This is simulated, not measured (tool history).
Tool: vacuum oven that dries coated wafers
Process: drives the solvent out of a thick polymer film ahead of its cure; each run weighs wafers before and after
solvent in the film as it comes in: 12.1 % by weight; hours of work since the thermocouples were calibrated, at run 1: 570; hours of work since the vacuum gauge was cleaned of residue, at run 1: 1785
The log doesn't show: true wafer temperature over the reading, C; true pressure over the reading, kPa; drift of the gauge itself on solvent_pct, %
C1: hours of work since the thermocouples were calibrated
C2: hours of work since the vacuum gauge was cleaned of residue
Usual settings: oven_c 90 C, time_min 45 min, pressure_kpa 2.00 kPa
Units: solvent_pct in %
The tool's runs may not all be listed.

{"run": 1, "hour": 0.0, "oven_c": 90, "time_min": 45, "pressure_kpa": 2.0, "C1": 570, "C2": 1785, "solvent_pct": 2.52}
{"run": 2, "hour": 57.1, "oven_c": 90, "time_min": 45, "pressure_kpa": 3.09, "C1": 614, "C2": 1830, "solvent_pct": 3.55}
{"hour": 75.1, "done": "oven's thermocouples calibrated"}
{"run": 3, "hour": 110.5, "oven_c": 90, "time_min": 45, "pressure_kpa": 3.09, "C1": 27, "C2": 1869, "solvent_pct": 3.56}
{"run": 4, "hour": 176.2, "oven_c": 90, "time_min": 45, "pressure_kpa": 3.09, "C1": 78, "C2": 1920, "solvent_pct": 3.49}
{"run": 5, "hour": 209.0, "oven_c": 89, "time_min": 45, "pressure_kpa": 2.0, "C1": 104, "C2": 1946, "solvent_pct": 2.71}
{"run": 6, "hour": 281.2, "oven_c": 89, "time_min": 45, "pressure_kpa": 2.0, "C1": 160, "C2": 2002, "solvent_pct": 2.64}
{"run": 7, "hour": 330.2, "oven_c": 89, "time_min": 45, "pressure_kpa": 2.0, "C1": 197, "C2": 2039, "solvent_pct": 2.6}
{"run": 8, "hour": 367.1, "oven_c": 89, "time_min": 45, "pressure_kpa": 2.0, "C1": 226, "C2": 2068, "solvent_pct": 2.65}
{"run": 9, "hour": 418.2, "oven_c": 89, "time_min": 45, "pressure_kpa": 2.0, "C1": 266, "C2": 2107, "solvent_pct": 2.57}
{"run": 10, "hour": 486.2, "oven_c": 89, "time_min": 45, "pressure_kpa": 2.0, "C1": 318, "C2": 2160, "solvent_pct": 2.65}
{"run": 11, "hour": 528.6, "oven_c": 89, "time_min": 45, "pressure_kpa": 2.0, "C1": 351, "C2": 2193, "solvent_pct": 2.63}
{"run": 12, "hour": 599.4, "oven_c": 89, "time_min": 45, "pressure_kpa": 2.0, "C1": 406, "C2": 2248, "solvent_pct": 2.64}
{"run": 13, "hour": 668.2, "oven_c": 102, "time_min": 46, "pressure_kpa": 1.76, "C1": 459, "C2": 2301, "solvent_pct": 1.22}

Run 14 comes next. What will it give?
{"run": 14, "hour": 735.1, "oven_c": 92, "time_min": 73, "pressure_kpa": 1.22, "C1": 511, "C2": 2353, "solvent_pct": "?"}

solvent_pct: 1.19 %
Without the tool's hidden state the same run would have given solvent_pct 1.16 %.
